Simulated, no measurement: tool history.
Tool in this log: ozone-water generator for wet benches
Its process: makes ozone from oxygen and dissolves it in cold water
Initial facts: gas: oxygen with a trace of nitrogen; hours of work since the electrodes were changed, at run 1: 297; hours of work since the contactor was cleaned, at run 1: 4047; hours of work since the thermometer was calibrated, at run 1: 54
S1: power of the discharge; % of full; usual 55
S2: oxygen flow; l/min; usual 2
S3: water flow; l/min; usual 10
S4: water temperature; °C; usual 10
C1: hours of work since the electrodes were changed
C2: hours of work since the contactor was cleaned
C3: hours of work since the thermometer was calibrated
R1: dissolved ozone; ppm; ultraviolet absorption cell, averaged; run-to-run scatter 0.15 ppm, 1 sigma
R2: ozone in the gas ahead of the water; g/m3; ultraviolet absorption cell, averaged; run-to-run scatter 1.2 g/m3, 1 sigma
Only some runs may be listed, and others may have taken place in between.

Run 1, hour 0: usual settings; C1 297; C2 4047; C3 54. Result: R1 19.1 ppm, R2 208.6 g/m3.
Run 2, hour 135: usual settings; C1 423; C2 4172; C3 179. Result: R1 19.3 ppm, R2 208 g/m3.
Run 3, hour 257.5: usual settings; C1 536; C2 4286; C3 293. Result: R1 18.7 ppm, R2 210.4 g/m3.
Run 4, hour 346.8: usual settings but S2 1.24 l/min; C1 619; C2 4369; C3 376. Result: R1 15.6 ppm, R2 242.7 g/m3.
Run 5, hour 422.9: usual settings; C1 690; C2 4439; C3 447. Result: R1 18.7 ppm, R2 206.5 g/m3.
At hour 438.3: contactor cleaned.
Run 6, hour 505.1: usual settings but S1 69 % of full; C1 763; C2 62; C3 519. Result: R1 22.5 ppm, R2 250.7 g/m3.
Run 7, hour 659.1: usual settings but S2 1.91 l/min; C1 906; C2 205; C3 662. Result: R1 18.4 ppm, R2 212.7 g/m3.
Run 8, hour 817.1: usual settings but S3 15 l/min; C1 1052; C2 352; C3 809. Result: R1 12 ppm, R2 206.7 g/m3.
Run 9, hour 902.7: usual settings but S2 1.96 l/min, S4 16 °C; C1 1132; C2 431; C3 888. Result: R1 17.2 ppm, R2 207.2 g/m3.

The next listed run, before its measurement:
At hour 951: contactor cleaned, once more.
Run 10, hour 1004: usual settings but S3 12 l/min, S4 18 °C; C1 1222; C2 49; C3 979. Result: R1 ?, R2 ?.

Run 10 yielded R1 14.6 ppm, R2 207.6 g/m3.
Were there no unlogged condition in the tool, this run, its random variation unchanged, would have produced R1 14.9 ppm, R2 211.3 g/m3.
